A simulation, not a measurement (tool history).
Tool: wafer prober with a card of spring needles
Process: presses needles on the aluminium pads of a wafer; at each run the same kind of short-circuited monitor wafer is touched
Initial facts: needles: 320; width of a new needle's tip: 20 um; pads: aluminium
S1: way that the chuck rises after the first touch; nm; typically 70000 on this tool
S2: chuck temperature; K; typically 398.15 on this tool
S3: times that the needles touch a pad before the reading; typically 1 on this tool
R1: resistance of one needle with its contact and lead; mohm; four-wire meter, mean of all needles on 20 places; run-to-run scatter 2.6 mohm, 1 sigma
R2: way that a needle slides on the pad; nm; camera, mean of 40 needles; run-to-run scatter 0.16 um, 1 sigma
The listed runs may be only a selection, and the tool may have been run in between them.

run	hour	S1	S2	S3	R1	R2
1	0	70000	398.15	1	327	14640
# hour 2.4: tips cleaned on abrasive film
# hour 7.2: tips cleaned on abrasive film
# hour 11.9: tips cleaned on abrasive film
# hour 17.9: tips cleaned on abrasive film
2	22.3	56000	398.15	1	362	11690
# hour 23.5: tips cleaned on abrasive film
# hour 28.3: tips cleaned on abrasive film
# hour 34.2: tips cleaned on abrasive film
# hour 40.1: tips cleaned on abrasive film
# hour 44.9: tips cleaned on abrasive film
# hour 50.8: tips cleaned on abrasive film
# hour 56.7: tips cleaned on abrasive film
3	59.9	56000	398.15	1	353	11660
# hour 62.3: tips cleaned on abrasive film
# hour 68.2: tips cleaned on abrasive film
# hour 74.2: tips cleaned on abrasive film
# hour 78.9: tips cleaned on abrasive film
# hour 84.8: tips cleaned on abrasive film
# hour 89.6: tips cleaned on abrasive film
# hour 95.5: tips cleaned on abrasive film
# hour 101.5: tips cleaned on abrasive film
4	101.8	70000	398.15	2	312	14510
# hour 106.5: tips cleaned on abrasive film
# hour 112.5: tips cleaned on abrasive film
# hour 118.4: tips cleaned on abrasive film
# hour 124.3: tips cleaned on abrasive film
# hour 130.3: tips cleaned on abrasive film
# hour 136.2: tips cleaned on abrasive film
5	136.3	70000	397.15	1	311	14440
# hour 141: tips cleaned on abrasive film
# hour 147: tips cleaned on abrasive film
# hour 152.9: tips cleaned on abrasive film
# hour 158.8: tips cleaned on abrasive film
# hour 164.7: tips cleaned on abrasive film
# hour 170.7: tips cleaned on abrasive film
# hour 176.6: tips cleaned on abrasive film
6	178.1	82000	306.15	1	289	16920
# hour 181.7: tips cleaned on abrasive film
# hour 186.4: tips cleaned on abrasive film
# hour 192.4: tips cleaned on abrasive film
# hour 197.1: tips cleaned on abrasive film
# hour 201.9: tips cleaned on abrasive film
# hour 207.8: tips cleaned on abrasive film
# hour 212.6: tips cleaned on abrasive film
7	215.6	78000	321.15	2	298	15830
# hour 218.1: tips cleaned on abrasive film
# hour 222.8: tips cleaned on abrasive film
# hour 228.8: tips cleaned on abrasive film
# hour 233.5: tips cleaned on abrasive film
# hour 238.3: tips cleaned on abrasive film
# hour 244.2: tips cleaned on abrasive film
8	245.5	60000	343.15	2	312	11770

What does the tool deliver on the next run?
# hour 249: tips cleaned on abrasive film
# hour 255: tips cleaned on abrasive film
# hour 257.6: height of the first contact set anew
# hour 261.2: tips cleaned on abrasive film
# hour 267.1: tips cleaned on abrasive film
9	271.3	52000	398.15	3	?	?

R1: 338 mohm
R2: 11240 nm
The same run, on a tool lacking any hidden state, would have yielded R1 307 mohm, R2 11290 nm.

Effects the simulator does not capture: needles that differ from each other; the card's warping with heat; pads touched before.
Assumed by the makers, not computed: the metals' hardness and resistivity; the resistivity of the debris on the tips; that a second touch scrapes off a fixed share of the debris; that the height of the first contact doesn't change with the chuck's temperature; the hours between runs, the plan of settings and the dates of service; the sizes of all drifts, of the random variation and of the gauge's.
